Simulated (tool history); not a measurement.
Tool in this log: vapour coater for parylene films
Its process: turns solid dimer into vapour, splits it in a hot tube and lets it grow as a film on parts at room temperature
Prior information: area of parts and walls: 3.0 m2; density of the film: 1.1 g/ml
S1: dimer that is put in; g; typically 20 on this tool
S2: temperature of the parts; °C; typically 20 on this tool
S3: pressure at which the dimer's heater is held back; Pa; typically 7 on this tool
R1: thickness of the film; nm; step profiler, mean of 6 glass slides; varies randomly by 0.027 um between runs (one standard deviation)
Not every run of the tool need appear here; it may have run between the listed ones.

run 1 hour=0 | S1=20 S2=20 S3=7 | R1=4150
run 2 hour=30.4 | S1=20 S2=14 S3=7 | R1=4580
run 3 hour=57 | S1=20 S2=15 S3=7 | R1=4500
run 4 hour=81.7 | S1=20 S2=15 S3=7 | R1=4480
run 5 hour=105.1 | S1=20 S2=20 S3=7 | R1=4170
run 6 hour=119.1 | S1=20 S2=20 S3=7 | R1=4120
run 7 hour=136.6 | S1=20 S2=20 S3=7 | R1=4090
run 8 hour=153.4 | S1=26 S2=20 S3=7 | R1=5310
run 9 hour=170.4 | S1=26 S2=20 S3=7 | R1=5290
run 10 hour=193.5 | S1=26 S2=20 S3=7 | R1=5270
run 11 hour=207.6 | S1=26 S2=20 S3=7 | R1=5330
run 12 hour=231 | S1=26 S2=20 S3=7 | R1=5210
run 13 hour=259.6 | S1=26 S2=20 S3=7 | R1=5280
run 14 hour=276.5 | S1=20 S2=20 S3=6.73 | R1=4100
run 15 hour=309.1 | S1=20 S2=23 S3=11.17 | R1=3490
run 16 hour=327.3 | S1=20 S2=23 S3=11.17 | R1=3480
run 17 hour=348.6 | S1=26 S2=23 S3=4.79 | R1=5330
run 18 hour=383.2 | S1=26 S2=23 S3=2.19 | R1=6200
run 19 hour=407.3 | S1=10 S2=20 S3=4.26 | R1=2220
run 20 hour=439 | S1=24 S2=23 S3=2.76 | R1=5390
run 21 hour=461.7 | S1=20 S2=18 S3=2.57 | R1=4940
run 22 hour=479.4 | S1=20 S2=18 S3=2.57 | R1=4890
-- hour=495.5 trap's valve overhauled
run 23 hour=502.7 | S1=8 S2=18 S3=2.57 | R1=2250

5 options for the next run, each taken on its own from the tool as it stands now. Forecast them:
run A hour=523.2 | S1=11 S2=20 S3=7 | R1=?
run B hour=523.2 | S1=28 S2=26 S3=10.69 | R1=?
run C hour=523.2 | S1=20 S2=25 S3=11.49 | R1=?
run D hour=523.2 | S1=32 S2=24 S3=9.06 | R1=?
run E hour=523.2 | S1=8 S2=20 S3=8.62 | R1=?

run=A R1=2460
run=B R1=5240
run=C R1=3770
run=D R1=6440
run=E R1=1730
Stripped of hidden state, with their random variation kept, the same runs would have yielded:
run=A R1=2480
run=B R1=5280
run=C R1=3800
run=D R1=6490
run=E R1=1740
